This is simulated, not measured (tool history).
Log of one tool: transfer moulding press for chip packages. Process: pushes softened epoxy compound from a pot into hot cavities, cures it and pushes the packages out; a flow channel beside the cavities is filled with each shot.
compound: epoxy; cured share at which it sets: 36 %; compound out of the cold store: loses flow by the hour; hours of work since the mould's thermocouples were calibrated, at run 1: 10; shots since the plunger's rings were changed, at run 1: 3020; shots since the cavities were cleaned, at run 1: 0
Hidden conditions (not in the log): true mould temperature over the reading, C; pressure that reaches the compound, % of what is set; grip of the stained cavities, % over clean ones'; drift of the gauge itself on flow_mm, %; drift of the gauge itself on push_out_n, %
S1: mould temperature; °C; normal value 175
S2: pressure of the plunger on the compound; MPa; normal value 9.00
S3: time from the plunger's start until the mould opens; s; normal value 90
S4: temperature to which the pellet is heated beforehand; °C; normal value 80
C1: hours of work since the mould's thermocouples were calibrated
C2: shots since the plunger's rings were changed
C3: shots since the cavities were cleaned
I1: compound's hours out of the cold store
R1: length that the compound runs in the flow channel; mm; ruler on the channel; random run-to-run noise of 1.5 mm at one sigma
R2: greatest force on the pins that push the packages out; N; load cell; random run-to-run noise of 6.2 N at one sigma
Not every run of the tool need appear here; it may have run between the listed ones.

run 1 day=0.000 | S1=175 S2=9.00 S3=90 S4=80 | C1=10 C2=3020 C3=0 | I1=13.2 | R1=805 R2=240
-- day=0.367 plunger's sealing rings changed
run 2 day=0.367 | S1=175 S2=9.00 S3=90 S4=80 | C1=12 C2=0 C3=52 | I1=34.1 | R1=783 R2=262
run 3 day=0.800 | S1=168 S2=9.00 S3=90 S4=80 | C1=17 C2=85 C3=137 | I1=33.7 | R1=814 R2=445
run 4 day=1.146 | S1=168 S2=9.00 S3=90 S4=81 | C1=20 C2=152 C3=204 | I1=43.3 | R1=798 R2=460
run 5 day=1.558 | S1=168 S2=9.00 S3=90 S4=81 | C1=25 C2=233 C3=285 | I1=19.1 | R1=844 R2=507
run 6 day=1.929 | S1=168 S2=9.00 S3=90 S4=81 | C1=28 C2=305 C3=357 | I1=47.2 | R1=790 R2=492
run 7 day=2.304 | S1=175 S2=9.00 S3=109 S4=80 | C1=32 C2=379 C3=431 | I1=11.8 | R1=823 R2=285
run 8 day=2.625 | S1=175 S2=10.84 S3=90 S4=80 | C1=35 C2=442 C3=494 | I1=13.7 | R1=899 R2=349
run 9 day=3.012 | S1=170 S2=9.00 S3=90 S4=80 | C1=39 C2=518 C3=570 | I1=42.7 | R1=789 R2=490
run 10 day=3.225 | S1=170 S2=9.00 S3=90 S4=80 | C1=42 C2=560 C3=612 | I1=9.3 | R1=852 R2=507
run 11 day=3.517 | S1=170 S2=9.00 S3=90 S4=80 | C1=45 C2=617 C3=669 | I1=31.9 | R1=807 R2=480
-- day=3.746 cavities cleaned with cleaning compound and waxed
run 12 day=3.979 | S1=170 S2=9.00 S3=90 S4=80 | C1=49 C2=695 C3=45 | I1=37.5 | R1=794 R2=548
run 13 day=4.179 | S1=170 S2=9.00 S3=90 S4=80 | C1=51 C2=735 C3=85 | I1=35.4 | R1=799 R2=537
run 14 day=4.662 | S1=175 S2=7.91 S3=90 S4=80 | C1=55 C2=829 C3=179 | I1=23.0 | R1=750 R2=385
run 15 day=4.862 | S1=175 S2=7.91 S3=90 S4=80 | C1=58 C2=869 C3=219 | I1=15.6 | R1=764 R2=387
run 16 day=5.229 | S1=175 S2=7.91 S3=90 S4=80 | C1=61 C2=940 C3=290 | I1=8.3 | R1=772 R2=385
run 17 day=5.658 | S1=175 S2=7.91 S3=90 S4=80 | C1=66 C2=1025 C3=375 | I1=33.9 | R1=728 R2=382
run 18 day=5.938 | S1=175 S2=7.91 S3=90 S4=80 | C1=68 C2=1080 C3=430 | I1=31.0 | R1=734 R2=372
-- day=6.321 cavities cleaned with cleaning compound and waxed, once more
run 19 day=6.492 | S1=181 S2=8.49 S3=90 S4=71 | C1=73 C2=1176 C3=33 | I1=10.7 | R1=775 R2=214
run 20 day=6.938 | S1=181 S2=9.25 S3=114 S4=71 | C1=78 C2=1263 C3=120 | I1=26.2 | R1=777 R2=224
run 21 day=7.417 | S1=181 S2=9.25 S3=114 S4=71 | C1=83 C2=1357 C3=214 | I1=18.4 | R1=791 R2=253
run 22 day=7.675 | S1=181 S2=10.24 S3=114 S4=73 | C1=85 C2=1408 C3=265 | I1=22.6 | R1=823 R2=254
run 23 day=8.121 | S1=181 S2=10.24 S3=114 S4=73 | C1=90 C2=1495 C3=352 | I1=37.6 | R1=796 R2=274
run 24 day=8.454 | S1=179 S2=9.00 S3=96 S4=71 | C1=93 C2=1561 C3=418 | I1=20.9 | R1=783 R2=285
run 25 day=8.858 | S1=179 S2=9.00 S3=97 S4=83 | C1=97 C2=1640 C3=497 | I1=45.6 | R1=738 R2=284
run 26 day=9.092 | S1=179 S2=7.02 S3=97 S4=85 | C1=100 C2=1685 C3=542 | I1=44.6 | R1=652 R2=288
run 27 day=9.321 | S1=175 S2=9.00 S3=90 S4=84 | C1=102 C2=1730 C3=587 | I1=24.4 | R1=792 R2=344
run 28 day=9.583 | S1=175 S2=9.00 S3=89 S4=76 | C1=105 C2=1782 C3=639 | I1=26.8 | R1=785 R2=355
run 29 day=9.850 | S1=170 S2=9.00 S3=125 S4=80 | C1=108 C2=1835 C3=692 | I1=16.8 | R1=827 R2=329

Each row is a separate what-if for the run after 29, all from the same tool condition, not one after another. Results?
-- day=9.971 cavities cleaned with cleaning compound and waxed
run A day=10.125 | S1=170 S2=9.99 S3=125 S4=87 | C1=110 C2=1876 C3=30 | I1=43.6 | R1=? R2=?
-- day=9.971 cavities cleaned with cleaning compound and waxed
run B day=10.125 | S1=170 S2=7.06 S3=125 S4=84 | C1=110 C2=1876 C3=30 | I1=32.7 | R1=? R2=?
-- day=9.971 cavities cleaned with cleaning compound and waxed
run C day=10.125 | S1=170 S2=9.00 S3=75 S4=80 | C1=110 C2=1876 C3=30 | I1=27.2 | R1=? R2=?
-- day=9.971 cavities cleaned with cleaning compound and waxed
run D day=10.125 | S1=170 S2=9.00 S3=125 S4=70 | C1=110 C2=1876 C3=30 | I1=12.7 | R1=? R2=?

run=A R1=818 R2=219
run=B R1=704 R2=231
run=C R1=810 R2=504
run=D R1=838 R2=222
Without the tool's unlogged condition, the same runs would have read:
run=A R1=829 R2=206
run=B R1=714 R2=218
run=C R1=821 R2=476
run=D R1=850 R2=209
